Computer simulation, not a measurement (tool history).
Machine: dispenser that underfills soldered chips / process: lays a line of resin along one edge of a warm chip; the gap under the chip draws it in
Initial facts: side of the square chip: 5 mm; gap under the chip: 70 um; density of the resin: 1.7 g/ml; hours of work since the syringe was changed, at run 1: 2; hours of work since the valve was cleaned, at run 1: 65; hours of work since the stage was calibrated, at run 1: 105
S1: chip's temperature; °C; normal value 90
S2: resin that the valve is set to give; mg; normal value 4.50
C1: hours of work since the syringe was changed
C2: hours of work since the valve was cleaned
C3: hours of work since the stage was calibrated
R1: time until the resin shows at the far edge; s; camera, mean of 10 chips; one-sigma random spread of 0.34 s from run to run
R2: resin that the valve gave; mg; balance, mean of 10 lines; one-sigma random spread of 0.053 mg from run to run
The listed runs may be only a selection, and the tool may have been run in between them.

run	day	S1	S2	C1	C2	C3	R1	R2
1	0.000	90	4.50	2	65	105	19.0	4.27
2	0.154	90	4.77	4	67	108	21.0	4.60
3	0.288	84	4.50	6	69	110	31.1	4.23
4	0.442	84	4.50	8	72	112	36.3	4.32
# day 0.604: new syringe of resin
5	0.779	84	4.50	3	76	117	24.1	4.18
6	1.100	95	4.50	7	81	122	22.4	4.24
# day 1.292: new syringe of resin
7	1.300	100	4.50	0	84	125	10.9	4.12
8	1.433	96	4.50	2	86	127	15.1	4.13
9	1.746	96	4.50	7	91	131	20.9	4.12
# day 1.992: new syringe of resin
10	2.021	96	5.73	0	95	135	13.7	5.44
11	2.325	90	4.50	5	99	140	23.0	4.14
12	2.592	90	4.50	9	103	144	30.7	4.13
# day 2.692: new syringe of resin
13	2.804	90	4.50	2	106	147	18.3	4.06
14	2.954	90	4.40	4	109	149	21.3	3.97
# day 3.225: dispensing valve cleaned and set on the balance
15	3.300	90	4.40	9	1	154	29.4	4.35
# day 3.438: new syringe of resin
16	3.583	90	5.52	2	5	158	17.8	5.44
17	3.812	90	5.52	6	9	161	22.9	5.51
18	3.988	90	5.52	8	11	164	28.0	5.57
# day 4.138: new syringe of resin
19	4.200	90	5.52	1	14	167	16.4	5.47
20	4.342	82	4.20	3	16	169	26.1	4.18
21	4.579	105	3.82	7	20	173	14.4	3.84
# day 4.846: new syringe of resin
22	4.904	105	3.82	1	25	177	10.0	3.76
23	5.104	80	5.16	4	28	180	30.5	5.08
24	5.279	80	5.16	6	30	183	36.3	4.94
25	5.433	102	4.88	9	33	185	18.8	4.73
# day 5.550: new syringe of resin
26	5.767	90	5.48	3	37	190	19.7	5.40
27	6.025	90	5.14	7	41	194	25.6	4.98
28	6.212	94	5.54	10	44	197	26.4	5.38
# day 6.238: new syringe of resin
29	6.450	96	4.68	3	48	200	15.9	4.46
30	6.612	90	5.88	6	50	203	23.5	5.71
31	6.883	87	5.17	10	54	207	34.7	4.97
# day 6.929: new syringe of resin
32	7.183	89	4.69	4	58	211	20.1	4.51
33	7.329	93	4.50	6	61	213	21.5	4.33
34	7.475	102	4.50	8	63	215	17.5	4.22
# day 7.638: new syringe of resin
35	7.733	88	4.77	1	66	219	19.4	4.52

Selected run-to-run steps in R1, each split into two signed amounts: the part the tool would show with no hidden state at all (from settings, incoming material and random variation), and the remainder, which goes to the hidden state together with any gauge scatter not common to the measured and the hidden-state-free results:
The tool's hidden condition here consists of: resin's viscosity, % of fresh resin's; dose that the valve gives, % of what is set; true chip temperature over the reading, C; drift of the gauge itself on fill_s, %; drift of the gauge itself on given_mg, %.
Run 4 -> 5: new syringe of resin. R1 -12.2 s: hidden state -12.2, all else +0.0.
Run 12 -> 13: new syringe of resin. R1 -12.4 s: hidden state -12.3, all else -0.1.
Run 22 -> 23: S1 105 -> 80, S2 3.82 -> 5.16. R1 +20.5 s: hidden state +5.8, all else +14.7.
Run 24 -> 25: S1 80 -> 102, S2 5.16 -> 4.88. R1 -17.5 s: hidden state -3.8, all else -13.7.
Run 31 -> 32: S1 87 -> 89, S2 5.17 -> 4.69, new syringe of resin. R1 -14.6 s: hidden state -12.3, all else -2.3.

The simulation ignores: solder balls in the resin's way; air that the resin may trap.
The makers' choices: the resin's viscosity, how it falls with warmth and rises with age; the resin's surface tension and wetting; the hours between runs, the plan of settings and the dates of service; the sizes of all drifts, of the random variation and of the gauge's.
